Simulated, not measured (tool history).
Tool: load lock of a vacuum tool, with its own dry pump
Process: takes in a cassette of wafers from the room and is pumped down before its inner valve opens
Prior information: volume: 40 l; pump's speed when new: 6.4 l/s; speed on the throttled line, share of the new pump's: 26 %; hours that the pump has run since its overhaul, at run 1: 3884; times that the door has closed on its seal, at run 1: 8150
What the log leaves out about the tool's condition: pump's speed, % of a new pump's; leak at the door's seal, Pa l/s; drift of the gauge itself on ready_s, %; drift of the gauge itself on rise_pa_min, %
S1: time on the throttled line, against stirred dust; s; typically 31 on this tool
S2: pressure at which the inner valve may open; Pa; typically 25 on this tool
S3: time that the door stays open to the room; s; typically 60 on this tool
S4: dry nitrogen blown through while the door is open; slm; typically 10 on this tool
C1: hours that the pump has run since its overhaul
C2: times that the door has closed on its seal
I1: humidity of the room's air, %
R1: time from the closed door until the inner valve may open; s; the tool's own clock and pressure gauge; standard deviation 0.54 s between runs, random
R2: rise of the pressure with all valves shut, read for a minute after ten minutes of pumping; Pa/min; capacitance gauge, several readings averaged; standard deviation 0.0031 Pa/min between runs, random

Run 1, hour 0: usual settings; C1 3884; C2 8150; I1 45.9. Result: R1 75.1 s, R2 0.062 Pa/min.
Run 2, hour 323.7: usual settings; C1 4208; C2 8748; I1 46.2. Result: R1 74.2 s, R2 0.061 Pa/min.
Run 3, hour 656.4: usual settings; C1 4541; C2 9362; I1 44.2. Result: R1 75.9 s, R2 0.057 Pa/min.
Run 4, hour 998.2: usual settings; C1 4882; C2 9993; I1 44. Result: R1 74.2 s, R2 0.06 Pa/min.
Run 5, hour 1262.1: usual settings; C1 5146; C2 10480; I1 43.6. Result: R1 74.5 s, R2 0.055 Pa/min.
Run 6, hour 1442.1: usual settings but S4 26 slm; C1 5326; C2 10812; I1 43.5. Result: R1 75.1 s, R2 0.044 Pa/min.
Run 7, hour 1676.3: usual settings but S4 26 slm; C1 5561; C2 11244; I1 45.8. Result: R1 74.9 s, R2 0.046 Pa/min.
Run 8, hour 1914.6: usual settings but S1 33 s; C1 5799; C2 11684; I1 43.4. Result: R1 76.6 s, R2 0.064 Pa/min.
Run 9, hour 2233: usual settings but S1 33 s; C1 6117; C2 12272; I1 43.4. Result: R1 76 s, R2 0.06 Pa/min.
Run 10, hour 2511.2: usual settings but S1 33 s; C1 6395; C2 12785; I1 42.9. Result: R1 76 s, R2 0.056 Pa/min.
Run 11, hour 2871.7: usual settings but S1 33 s; C1 6756; C2 13450; I1 43.6. Result: R1 76.5 s, R2 0.066 Pa/min.
Run 12, hour 3239.4: usual settings but S1 33 s; C1 7124; C2 14129; I1 43.7. Result: R1 75.9 s, R2 0.064 Pa/min.
Run 13, hour 3607.1: usual settings but S1 33 s; C1 7491; C2 14808; I1 43.9. Result: R1 77.3 s, R2 0.061 Pa/min.
Run 14, hour 3769.6: usual settings; C1 7654; C2 15108; I1 43.7. Result: R1 74 s, R2 0.061 Pa/min.
Run 15, hour 4040.8: usual settings; C1 7925; C2 15608; I1 46.2. Result: R1 75 s, R2 0.064 Pa/min.
Run 16, hour 4204.5: usual settings but S4 8 slm; C1 8089; C2 15910; I1 42.7. Result: R1 75.8 s, R2 0.064 Pa/min.
Run 17, hour 4598.4: usual settings but S2 26 Pa, S4 8 slm; C1 8483; C2 16637; I1 46.2. Result: R1 74.6 s, R2 0.064 Pa/min.
Run 18, hour 4890.7: usual settings but S2 26 Pa, S4 8 slm; C1 8775; C2 17177; I1 46.4. Result: R1 75 s, R2 0.067 Pa/min.
Run 19, hour 5235: usual settings but S2 26 Pa, S4 8 slm; C1 9119; C2 17812; I1 46. Result: R1 75.6 s, R2 0.07 Pa/min.
Run 20, hour 5586.9: usual settings but S1 19 s, S2 32 Pa, S3 124 s, S4 13 slm; C1 9471; C2 18462; I1 46.1. Result: R1 64.3 s, R2 0.083 Pa/min.
Run 21, hour 5949.3: usual settings but S1 19 s, S2 32 Pa, S3 124 s, S4 13 slm; C1 9833; C2 19131; I1 43.5. Result: R1 64.9 s, R2 0.079 Pa/min.
Run 22, hour 6249.3: usual settings but S1 58 s, S2 37 Pa, S3 157 s, S4 35 slm; C1 10133; C2 19684; I1 44.6. Result: R1 92.7 s, R2 0.051 Pa/min.
Run 23, hour 6490.9: usual settings but S1 27 s, S2 38 Pa, S3 222 s, S4 9 slm; C1 10375; C2 20130; I1 43.5. Result: R1 69.7 s, R2 0.106 Pa/min.
Run 24, hour 6815.4: usual settings but S1 27 s, S2 28 Pa, S3 80 s, S4 30 slm; C1 10700; C2 20729; I1 46.5. Result: R1 71.2 s, R2 0.043 Pa/min.
Run 25, hour 7201.5: usual settings but S1 27 s, S2 28 Pa, S3 80 s, S4 30 slm; C1 11086; C2 21442; I1 42.6. Result: R1 71.9 s, R2 0.043 Pa/min.
Run 26, hour 7374.2: usual settings but S1 56 s, S2 40 Pa, S3 95 s, S4 9 slm; C1 11258; C2 21761; I1 44.2. Result: R1 90.9 s, R2 0.074 Pa/min.
Run 27, hour 7583.7: usual settings but S1 21 s, S2 35 Pa, S3 127 s; C1 11468; C2 22147; I1 44.8. Result: R1 65.5 s, R2 0.083 Pa/min.
Run 28, hour 7935.8: usual settings but S1 26 s, S2 38 Pa, S3 28 s; C1 11820; C2 22797; I1 47.8. Result: R1 68.7 s, R2 0.043 Pa/min.
Run 29, hour 8218.3: usual settings but S1 26 s, S2 38 Pa, S3 28 s; C1 12102; C2 23318; I1 44.2. Result: R1 68.4 s, R2 0.045 Pa/min.
Run 30, hour 8608.1: usual settings but S1 26 s, S2 38 Pa, S3 28 s; C1 12492; C2 24038; I1 43.7. Result: R1 68.8 s, R2 0.047 Pa/min.
Run 31, hour 8994.8: usual settings but S1 26 s, S2 38 Pa, S3 28 s; C1 12879; C2 24752; I1 47.4. Result: R1 68.9 s, R2 0.047 Pa/min.
Run 32, hour 9246.7: usual settings; C1 13131; C2 25216; I1 46.1. Result: R1 75.2 s, R2 0.068 Pa/min.
Run 33, hour 9440.3: usual settings but S2 20 Pa, S3 88 s; C1 13324; C2 25574; I1 44. Result: R1 76.7 s, R2 0.069 Pa/min.
Run 34, hour 9650.6: usual settings but S2 20 Pa, S3 88 s; C1 13535; C2 25962; I1 45.4. Result: R1 76.8 s, R2 0.074 Pa/min.
Run 35, hour 9913.8: usual settings but S1 26 s, S4 36 slm; C1 13798; C2 26448; I1 46.2. Result: R1 70.9 s, R2 0.038 Pa/min.
Run 36, hour 10121.6: usual settings but S1 51 s, S2 35 Pa, S3 80 s, S4 34 slm; C1 14006; C2 26831; I1 47.9. Result: R1 88.7 s, R2 0.045 Pa/min.

Consider 5 possible next runs. They are alternatives, not a sequence: every one starts from the tool as it was left by run 36. What does each give?
Run A, hour 10494: usual settings but S1 51 s, S2 33 Pa, S3 80 s, S4 5 slm; C1 14378; C2 27519; I1 50.3. Result: R1 ?, R2 ?.
Run B, hour 10494: usual settings but S1 51 s, S2 35 Pa, S3 80 s, S4 20 slm; C1 14378; C2 27519; I1 47.8. Result: R1 ?, R2 ?.
Run C, hour 10494: usual settings but S1 32 s, S2 35 Pa, S3 80 s, S4 34 slm; C1 14378; C2 27519; I1 44.9. Result: R1 ?, R2 ?.
Run D, hour 10494: usual settings but S1 58 s, S2 23 Pa; C1 14378; C2 27519; I1 43.5. Result: R1 ?, R2 ?.
Run E, hour 10494: usual settings but S1 45 s, S2 35 Pa, S3 229 s, S4 5 slm; C1 14378; C2 27519; I1 46.1. Result: R1 ?, R2 ?.

run    R1     R2
  A    88  0.097
  B  87.2  0.058
  C  73.9  0.043
  D    95  0.065
  E  83.4  0.137
Without the tool's unlogged condition, the same runs would have read:
run    R1     R2
  A    88  0.096
  B  87.2  0.058
  C  73.9  0.043
  D    95  0.064
  E  83.4  0.136

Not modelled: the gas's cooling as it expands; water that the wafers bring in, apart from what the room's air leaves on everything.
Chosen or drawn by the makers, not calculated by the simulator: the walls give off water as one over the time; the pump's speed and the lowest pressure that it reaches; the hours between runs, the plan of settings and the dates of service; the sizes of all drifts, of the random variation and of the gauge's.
